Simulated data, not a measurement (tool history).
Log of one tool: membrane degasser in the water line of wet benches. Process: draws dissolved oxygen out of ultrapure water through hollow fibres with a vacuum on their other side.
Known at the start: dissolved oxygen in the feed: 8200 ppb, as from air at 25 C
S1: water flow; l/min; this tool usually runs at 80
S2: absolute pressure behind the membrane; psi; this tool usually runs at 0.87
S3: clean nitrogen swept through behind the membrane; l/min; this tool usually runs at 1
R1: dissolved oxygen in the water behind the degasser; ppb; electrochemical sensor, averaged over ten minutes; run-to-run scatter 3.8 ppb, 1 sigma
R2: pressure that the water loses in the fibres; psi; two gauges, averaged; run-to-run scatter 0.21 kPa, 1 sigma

run 1 day=0 | S1=80 S2=0.87 S3=1 | R1=373.2 R2=7.2
run 2 day=6.204 | S1=56 S2=0.87 S3=1 | R1=287.7 R2=5.06
run 3 day=12.329 | S1=56 S2=0.87 S3=1 | R1=287.2 R2=5.027
run 4 day=17.238 | S1=80 S2=0.87 S3=1 | R1=368.8 R2=7.161
run 5 day=21.979 | S1=80 S2=0.87 S3=2.89 | R1=177 R2=7.182
run 6 day=25.717 | S1=127 S2=0.87 S3=1 | R1=570.3 R2=11.319
run 7 day=31.779 | S1=127 S2=0.87 S3=1 | R1=573.7 R2=11.364
run 8 day=36.062 | S1=80 S2=0.87 S3=0.7 | R1=464.5 R2=7.12
run 9 day=41.967 | S1=80 S2=0.87 S3=0.7 | R1=464.8 R2=7.123
run 10 day=45.238 | S1=80 S2=0.87 S3=0.7 | R1=461.4 R2=7.102
run 11 day=50.917 | S1=80 S2=0.714 S3=1 | R1=238.6 R2=7.118
run 12 day=55.55 | S1=80 S2=0.714 S3=1 | R1=237.4 R2=7.043
run 13 day=62.142 | S1=80 S2=0.87 S3=1 | R1=377.4 R2=7.089
run 14 day=66.862 | S1=83 S2=0.87 S3=1 | R1=383.9 R2=7.259
run 15 day=72.412 | S1=83 S2=0.87 S3=1 | R1=385.5 R2=7.385
-- day=74.392 vacuum gauge calibrated
run 16 day=76.038 | S1=83 S2=0.87 S3=1 | R1=379.1 R2=7.33
run 17 day=82.05 | S1=83 S2=1.507 S3=0.81 | R1=1031.2 R2=7.32
run 18 day=87.279 | S1=59 S2=1.099 S3=0.46 | R1=747.8 R2=5.181
run 19 day=93.6 | S1=59 S2=1.922 S3=2.81 | R1=453.6 R2=5.204
run 20 day=97.667 | S1=59 S2=0.869 S3=0.74 | R1=362.2 R2=5.185
run 21 day=103.804 | S1=80 S2=1.878 S3=2.57 | R1=601 R2=7.06
run 22 day=109.071 | S1=79 S2=0.87 S3=0.43 | R1=589.6 R2=6.928
run 23 day=112.158 | S1=78 S2=0.692 S3=0.51 | R1=314.6 R2=6.789
run 24 day=118.604 | S1=78 S2=0.692 S3=0.51 | R1=316.8 R2=6.833
-- day=121.821 gauge calibrated
run 25 day=123.633 | S1=78 S2=0.692 S3=0.51 | R1=314.7 R2=7
run 26 day=128.892 | S1=78 S2=0.692 S3=0.51 | R1=311.8 R2=7.017
run 27 day=134.496 | S1=78 S2=0.692 S3=0.51 | R1=308.1 R2=7.002
run 28 day=140.604 | S1=68 S2=1.553 S3=2.44 | R1=435.4 R2=6.125
run 29 day=146.188 | S1=68 S2=1.553 S3=1.51 | R1=637.9 R2=6.061
run 30 day=152.308 | S1=68 S2=1.553 S3=1.51 | R1=630.7 R2=6.063
run 31 day=158.138 | S1=68 S2=1.553 S3=1.51 | R1=626.2 R2=6.067
run 32 day=161.658 | S1=68 S2=1.553 S3=1.51 | R1=621.4 R2=6.077

How would selected steps in R2 from run to run divide? Give the signed amount a tool lacking its hidden state would still show from settings, what came in and random variation, and the signed amount left for the hidden state, including any gauge scatter that is not in both of the compared results.
Hidden state present: membrane still open, %; true pressure behind the membrane over the reading, kPa; air that leaks in behind the membrane, l/min; drift of the gauge itself on oxygen_ppb, %; drift of the gauge itself on loss_of_pressure_kpa, %.
Run 1 -> 2: S1 80 -> 56. R2 -2.139 psi: hidden state -0.009, all else -2.131.
Run 5 -> 6: S1 80 -> 127, S3 2.89 -> 1. R2 +4.136 psi: hidden state -0.032, all else +4.168.
Run 7 -> 8: S1 127 -> 80, S3 1 -> 0.7. R2 -4.244 psi: hidden state +0.023, all else -4.267.
Run 17 -> 18: S1 83 -> 59, S2 1.507 -> 1.099, S3 0.81 -> 0.46. R2 -2.139 psi: hidden state +0.033, all else -2.173.
Run 20 -> 21: S1 59 -> 80, S2 0.869 -> 1.878, S3 0.74 -> 2.57. R2 +1.875 psi: hidden state -0.055, all else +1.93.
Run 24 -> 25: gauge calibrated. R2 +0.167 psi: hidden state +0.196, all else -0.029.

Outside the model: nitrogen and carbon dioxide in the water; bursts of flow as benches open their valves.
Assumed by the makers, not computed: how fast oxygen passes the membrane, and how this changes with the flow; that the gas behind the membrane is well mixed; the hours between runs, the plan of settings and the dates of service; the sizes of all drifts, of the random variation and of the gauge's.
